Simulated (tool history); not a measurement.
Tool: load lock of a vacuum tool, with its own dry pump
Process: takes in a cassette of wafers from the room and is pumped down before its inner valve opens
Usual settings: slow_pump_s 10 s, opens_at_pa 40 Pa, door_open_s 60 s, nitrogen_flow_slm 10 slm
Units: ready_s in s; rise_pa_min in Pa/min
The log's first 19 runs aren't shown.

run      day  slow_pump_s  opens_at_pa  door_open_s  nitrogen_flow_slm  incoming humidity of the room's air, %  ready_s  rise_pa_min
 20  108.958           10           50          224                 10                                    45.2     18.4        0.091
 21  113.912           10           76           36                 10                                    47.7     17.9        0.056
 22  121.038           10           40          107                  6                                    45.3     18.5        0.082
 23  126.117           10           40          107                  6                                      47     18.6        0.078
 24  132.242           10           40          107                  6                                    44.7     18.6        0.082
 25  139.108           10           59           60                 19                                    46.9     17.9        0.065
 26  143.638           18           40           62                 10                                    48.7     24.7        0.071
 27   151.55           10           59           60                 10                                    45.7     18.1        0.065
 28  157.108           15           40           60                 10                                      45     22.4        0.068
 29  162.033           11           61           48                 10                                    46.5     18.9        0.066
 30  169.779            8           40           60                 10                                    48.1       17        0.077
 31  177.179           20           28          139                  6                                    44.1     26.8        0.101
 32  183.583           20           28          139                  6                                    43.3       27        0.101
 33  189.746            6           40           60                 10                                    48.4     15.6        0.085
 34  194.996           10           40          224                 14                                    44.5     18.7        0.112
 35    200.9           10           40          224                 14                                    41.9     18.8        0.101
 36  204.154           10           28           26                 10                                    44.7     19.3        0.071

Forecast each of these 3 alternatives for the next run:
  A  211.962           10           78           26                 10                                    49.9        ?            ?
  B  211.962           14           73           26                 18                                    42.2        ?            ?
  C  211.962           10           28           64                 10                                    44.3        ?            ?

run  ready_s  rise_pa_min
  A     17.7         0.08
  B       21         0.07
  C     19.3        0.089
Without the tool's hidden state the same runs would have given:
run  ready_s  rise_pa_min
  A     17.4        0.034
  B     20.7        0.025
  C     18.8        0.043
